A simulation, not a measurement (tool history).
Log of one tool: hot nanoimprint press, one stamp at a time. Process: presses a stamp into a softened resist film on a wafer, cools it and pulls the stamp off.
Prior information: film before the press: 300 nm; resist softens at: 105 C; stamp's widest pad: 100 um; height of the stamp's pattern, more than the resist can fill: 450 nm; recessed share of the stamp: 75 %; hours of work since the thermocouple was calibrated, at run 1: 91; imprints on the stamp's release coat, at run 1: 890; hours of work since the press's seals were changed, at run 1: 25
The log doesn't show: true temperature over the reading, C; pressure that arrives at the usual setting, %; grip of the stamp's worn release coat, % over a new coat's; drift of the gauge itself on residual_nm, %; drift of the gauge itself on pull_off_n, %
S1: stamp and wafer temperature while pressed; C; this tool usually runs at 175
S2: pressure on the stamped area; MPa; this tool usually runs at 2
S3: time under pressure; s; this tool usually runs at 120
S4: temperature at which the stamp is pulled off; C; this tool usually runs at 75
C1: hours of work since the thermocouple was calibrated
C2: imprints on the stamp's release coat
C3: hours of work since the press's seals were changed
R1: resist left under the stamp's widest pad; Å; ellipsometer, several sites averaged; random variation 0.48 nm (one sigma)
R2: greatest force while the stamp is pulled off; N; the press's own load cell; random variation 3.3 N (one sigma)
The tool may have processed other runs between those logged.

{"run": 1, "day": 0.0, "S1": 175, "S2": 2, "S3": 120, "S4": 75, "C1": 91, "C2": 890, "C3": 25, "R1": 1594, "R2": 204}
{"run": 2, "day": 0.417, "S1": 175, "S2": 2, "S3": 120, "S4": 75, "C1": 95, "C2": 910, "C3": 30, "R1": 1582, "R2": 205}
{"run": 3, "day": 0.654, "S1": 175, "S2": 2, "S3": 113, "S4": 75, "C1": 98, "C2": 922, "C3": 32, "R1": 1629, "R2": 203}
{"run": 4, "day": 0.917, "S1": 175, "S2": 2, "S3": 226, "S4": 75, "C1": 101, "C2": 934, "C3": 35, "R1": 1274, "R2": 204}
{"run": 5, "day": 1.171, "S1": 175, "S2": 2, "S3": 226, "S4": 75, "C1": 104, "C2": 947, "C3": 38, "R1": 1283, "R2": 205}
{"run": 6, "day": 1.492, "S1": 175, "S2": 2, "S3": 226, "S4": 75, "C1": 108, "C2": 962, "C3": 42, "R1": 1271, "R2": 210}
{"day": 1.992, "done": "stamp cleaned and given a new release coat"}
{"run": 7, "day": 2.038, "S1": 175, "S2": 2, "S3": 226, "S4": 75, "C1": 111, "C2": 2, "C3": 45, "R1": 1275, "R2": 157}
{"run": 8, "day": 2.438, "S1": 175, "S2": 2, "S3": 120, "S4": 75, "C1": 116, "C2": 22, "C3": 50, "R1": 1581, "R2": 154}
{"run": 9, "day": 2.85, "S1": 175, "S2": 2, "S3": 120, "S4": 75, "C1": 121, "C2": 41, "C3": 55, "R1": 1584, "R2": 156}
{"run": 10, "day": 3.071, "S1": 175, "S2": 2, "S3": 120, "S4": 75, "C1": 123, "C2": 52, "C3": 57, "R1": 1589, "R2": 157}
{"run": 11, "day": 3.488, "S1": 175, "S2": 2, "S3": 120, "S4": 75, "C1": 128, "C2": 72, "C3": 62, "R1": 1576, "R2": 158}
{"run": 12, "day": 3.858, "S1": 175, "S2": 2, "S3": 120, "S4": 66, "C1": 132, "C2": 90, "C3": 67, "R1": 1585, "R2": 190}
{"run": 13, "day": 4.271, "S1": 175, "S2": 2, "S3": 120, "S4": 75, "C1": 137, "C2": 110, "C3": 71, "R1": 1580, "R2": 159}
{"run": 14, "day": 4.558, "S1": 175, "S2": 2, "S3": 120, "S4": 75, "C1": 141, "C2": 124, "C3": 75, "R1": 1582, "R2": 159}
{"run": 15, "day": 4.821, "S1": 175, "S2": 2, "S3": 120, "S4": 75, "C1": 144, "C2": 136, "C3": 78, "R1": 1583, "R2": 164}
{"run": 16, "day": 5.038, "S1": 175, "S2": 2, "S3": 120, "S4": 75, "C1": 146, "C2": 147, "C3": 80, "R1": 1574, "R2": 164}
{"run": 17, "day": 5.267, "S1": 175, "S2": 2, "S3": 230, "S4": 75, "C1": 149, "C2": 158, "C3": 83, "R1": 1260, "R2": 160}
{"run": 18, "day": 5.646, "S1": 175, "S2": 2, "S3": 230, "S4": 75, "C1": 153, "C2": 176, "C3": 87, "R1": 1268, "R2": 167}
{"run": 19, "day": 6.008, "S1": 170, "S2": 2.09, "S3": 171, "S4": 82, "C1": 157, "C2": 193, "C3": 91, "R1": 1621, "R2": 133}
{"run": 20, "day": 6.196, "S1": 178, "S2": 2, "S3": 120, "S4": 75, "C1": 160, "C2": 202, "C3": 94, "R1": 1437, "R2": 160}
{"run": 21, "day": 6.525, "S1": 175, "S2": 2, "S3": 120, "S4": 61, "C1": 163, "C2": 218, "C3": 97, "R1": 1579, "R2": 233}
{"run": 22, "day": 6.783, "S1": 175, "S2": 2, "S3": 120, "S4": 61, "C1": 166, "C2": 231, "C3": 100, "R1": 1575, "R2": 234}
{"run": 23, "day": 7.188, "S1": 181, "S2": 2, "S3": 120, "S4": 75, "C1": 171, "C2": 250, "C3": 105, "R1": 1297, "R2": 162}
{"run": 24, "day": 7.546, "S1": 175, "S2": 2, "S3": 120, "S4": 79, "C1": 175, "C2": 267, "C3": 109, "R1": 1578, "R2": 148}
{"run": 25, "day": 7.996, "S1": 175, "S2": 2, "S3": 120, "S4": 79, "C1": 180, "C2": 289, "C3": 114, "R1": 1570, "R2": 152}
{"run": 26, "day": 8.362, "S1": 187, "S2": 3.18, "S3": 120, "S4": 75, "C1": 185, "C2": 307, "C3": 119, "R1": 838, "R2": 167}
{"run": 27, "day": 8.762, "S1": 175, "S2": 2, "S3": 97, "S4": 73, "C1": 189, "C2": 326, "C3": 123, "R1": 1682, "R2": 176}
{"run": 28, "day": 9.008, "S1": 169, "S2": 2.94, "S3": 156, "S4": 73, "C1": 192, "C2": 338, "C3": 126, "R1": 1479, "R2": 186}
{"run": 29, "day": 9.225, "S1": 169, "S2": 2.94, "S3": 156, "S4": 73, "C1": 195, "C2": 348, "C3": 129, "R1": 1469, "R2": 185}

What differs in the tool's unlogged condition from the final listed run ahead of each entry between runs to the first listed run following it?
Run 6 -> run 7: stamp cleaned and given a new release coat (day 1.992)
  true temperature over the reading, C: 0.57 -> 0.59; pressure that arrives at the usual setting, %: 100.19 -> 100.17; grip of the stamp's worn release coat, % over a new coat's: 34.4 -> 0.1
  the result without the hidden state subtracted from the measured one, R1: -27 -> -28 Å; R2: +52 -> -2 N
